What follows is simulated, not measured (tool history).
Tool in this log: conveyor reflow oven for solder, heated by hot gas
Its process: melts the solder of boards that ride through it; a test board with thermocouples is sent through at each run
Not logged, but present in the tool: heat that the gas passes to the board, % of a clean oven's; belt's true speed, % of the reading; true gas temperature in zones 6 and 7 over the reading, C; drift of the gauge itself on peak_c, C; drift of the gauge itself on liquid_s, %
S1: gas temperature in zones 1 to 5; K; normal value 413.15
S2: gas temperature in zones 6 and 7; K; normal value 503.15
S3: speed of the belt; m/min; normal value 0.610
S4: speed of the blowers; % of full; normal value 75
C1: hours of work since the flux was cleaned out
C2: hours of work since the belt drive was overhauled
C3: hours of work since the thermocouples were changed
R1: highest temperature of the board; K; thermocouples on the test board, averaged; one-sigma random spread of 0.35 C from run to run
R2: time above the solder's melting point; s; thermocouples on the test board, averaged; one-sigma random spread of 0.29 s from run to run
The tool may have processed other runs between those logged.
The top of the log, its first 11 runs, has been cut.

run    hour      S1      S2     S3  S4   C1    C2    C3      R1    R2
 12   569.0  403.15  503.15  0.610  75  145   716  1104  487.25  53.4
 13   614.5  403.15  503.15  0.581  75  172   743  1131  488.65  58.3
      655.1  -- flux residue cleaned out of gas plates and filters
 14   678.7  415.15  503.15  0.581  75   14   779  1166  490.35  64.4
 15   710.3  401.15  503.15  0.610  75   33   798  1185  486.15  52.5
 16   738.8  401.15  503.15  0.611  75   50   815  1202  486.35  53.2
 17   792.6  415.15  503.15  0.682  60   82   847  1234  481.35  45.3
 18   857.8  423.15  510.15  0.682  60  121   886  1273  489.85  55.0
 19   924.9  405.15  508.15  0.682  51  161   926  1313  479.25  39.3
 20   969.0  405.15  508.15  0.682  51  188   952  1340  479.35  39.7
      980.4  -- flux residue cleaned out of gas plates and filters
 21  1012.6  412.15  500.15  0.682  70   19   975  1363  481.05  44.3
 22  1044.6  413.15  503.15  0.610  77   38   994  1382  488.85  59.1
     1110.2  -- thermocouples of zones 6 and 7 changed
 23  1110.2  401.15  500.15  0.552  75   76  1032     0  487.35  59.9
 24  1147.5  413.15  503.15  0.711  51   99  1055    22  476.05  35.9
 25  1204.7  425.15  495.15  0.677  83  133  1089    57  482.35  52.7
 26  1270.2  425.15  495.15  0.677  83  172  1128    96  482.65  52.8
     1309.2  -- flux residue cleaned out of gas plates and filters
 27  1316.7  413.15  503.15  0.610  75    4  1153   120  488.65  58.7
 28  1384.0  413.15  503.15  0.610  75   45  1193   161  488.55  59.1
 29  1433.3  418.15  509.15  0.617  75   74  1223   190  494.45  64.0
 30  1482.3  418.15  509.15  0.617  75  104  1252   220  494.55  63.8

4 options for the next run, each taken on its own from the tool as it stands now. Forecast them:
  A  1537.2  413.15  497.15  0.711  89  136  1285  252   ?   ?
  B  1537.2  413.15  517.15  0.537  75  136  1285  252   ?   ?
  C  1537.2  413.15  495.15  0.682  71  136  1285  252   ?   ?
  D  1537.2  405.15  503.15  0.517  67  136  1285  252   ?   ?

run      R1    R2
  A  481.75  44.8
  B  504.85  79.8
  C  477.45  41.3
  D  490.35  68.3
What these runs would have given with no unlogged condition in the tool:
run      R1    R2
  A  481.75  44.8
  B  504.85  79.7
  C  477.45  41.2
  D  490.25  68.1
